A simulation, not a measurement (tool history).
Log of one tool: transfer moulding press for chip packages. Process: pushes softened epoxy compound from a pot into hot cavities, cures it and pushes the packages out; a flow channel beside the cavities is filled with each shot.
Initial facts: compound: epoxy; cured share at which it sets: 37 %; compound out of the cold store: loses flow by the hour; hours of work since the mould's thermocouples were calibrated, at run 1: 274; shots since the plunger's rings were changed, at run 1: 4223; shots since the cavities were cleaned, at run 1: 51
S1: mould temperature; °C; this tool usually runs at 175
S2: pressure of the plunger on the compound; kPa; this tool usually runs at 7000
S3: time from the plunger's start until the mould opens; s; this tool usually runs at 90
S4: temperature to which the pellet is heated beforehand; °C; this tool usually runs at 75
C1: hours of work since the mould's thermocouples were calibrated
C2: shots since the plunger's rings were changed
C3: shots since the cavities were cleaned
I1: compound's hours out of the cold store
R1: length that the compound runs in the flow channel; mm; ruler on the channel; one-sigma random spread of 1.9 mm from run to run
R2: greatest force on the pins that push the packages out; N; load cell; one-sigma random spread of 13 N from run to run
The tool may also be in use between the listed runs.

| run | hour | S1 | S2 | S3 | S4 | C1 | C2 | C3 | I1 | R1 | R2 |
|---|---|---|---|---|---|---|---|---|---|---|---|
| 1 | 0 | 175 | 7000 | 90 | 75 | 274 | 4223 | 51 | 16.5 | 851 | 627 |
|  | 22.6 | plunger's sealing rings changed |
| 2 | 51.5 | 175 | 7000 | 90 | 75 | 300 | 272 | 513 | 14.6 | 857 | 649 |
|  | 68 | mould's thermocouples calibrated |
|  | 105 | cavities cleaned with cleaning compound and waxed |
| 3 | 107.9 | 183 | 7000 | 90 | 75 | 20 | 772 | 27 | 39.3 | 767 | 434 |
| 4 | 155.8 | 183 | 7000 | 90 | 75 | 45 | 1225 | 480 | 9.5 | 840 | 453 |
|  | 205 | cavities cleaned with cleaning compound and waxed |
| 5 | 229.3 | 183 | 7000 | 90 | 75 | 83 | 1904 | 229 | 18.6 | 816 | 448 |
| 6 | 276.9 | 183 | 7000 | 90 | 75 | 108 | 2354 | 679 | 17.5 | 822 | 434 |
|  | 307.5 | cavities cleaned with cleaning compound and waxed |
| 7 | 326.1 | 175 | 7000 | 90 | 69 | 134 | 2805 | 176 | 17.6 | 850 | 653 |
|  | 407.4 | cavities cleaned with cleaning compound and waxed |
| 8 | 407.4 | 175 | 7000 | 90 | 69 | 176 | 3557 | 0 | 42.4 | 783 | 619 |
| 9 | 472.2 | 175 | 7000 | 90 | 76 | 210 | 4170 | 613 | 32.8 | 808 | 594 |
|  | 504.6 | plunger's sealing rings changed |
|  | 512.5 | cavities cleaned with cleaning compound and waxed |
| 10 | 558.9 | 175 | 7000 | 118 | 78 | 253 | 499 | 439 | 24.7 | 830 | 445 |
|  | 614.4 | cavities cleaned with cleaning compound and waxed |
| 11 | 614.4 | 175 | 7000 | 90 | 74 | 282 | 1009 | 0 | 28.1 | 826 | 627 |
|  | 662.7 | mould's thermocouples calibrated |
| 12 | 706 | 175 | 8570 | 77 | 70 | 23 | 1855 | 846 | 47.9 | 857 | 878 |
|  | 722.5 | cavities cleaned with cleaning compound and waxed |
| 13 | 771.4 | 175 | 6750 | 90 | 74 | 56 | 2458 | 461 | 37.2 | 783 | 629 |
|  | 825.4 | cavities cleaned with cleaning compound and waxed |
| 14 | 828.5 | 175 | 8270 | 90 | 74 | 86 | 2984 | 29 | 32.7 | 880 | 612 |

Consider 4 possible next runs. They are alternatives, not a sequence: every one starts from the tool as it was left by run 14. What does each give?
| A | 907.5 | 175 | 8270 | 73 | 82 | 127 | 3730 | 775 | 11.3 | ? | ? |
| B | 907.5 | 171 | 8270 | 90 | 74 | 127 | 3730 | 775 | 38.6 | ? | ? |
| C | 907.5 | 171 | 7000 | 90 | 75 | 127 | 3730 | 775 | 39.4 | ? | ? |
| D | 907.5 | 176 | 8270 | 90 | 73 | 127 | 3730 | 775 | 15.9 | ? | ? |

| run | R1 | R2 |
|---|---|---|
| A | 940 | 1063 |
| B | 880 | 825 |
| C | 808 | 812 |
| D | 927 | 601 |
What these runs would have given with no unlogged condition in the tool:
| run | R1 | R2 |
|---|---|---|
| A | 940 | 1051 |
| B | 880 | 815 |
| C | 808 | 803 |
| D | 927 | 594 |
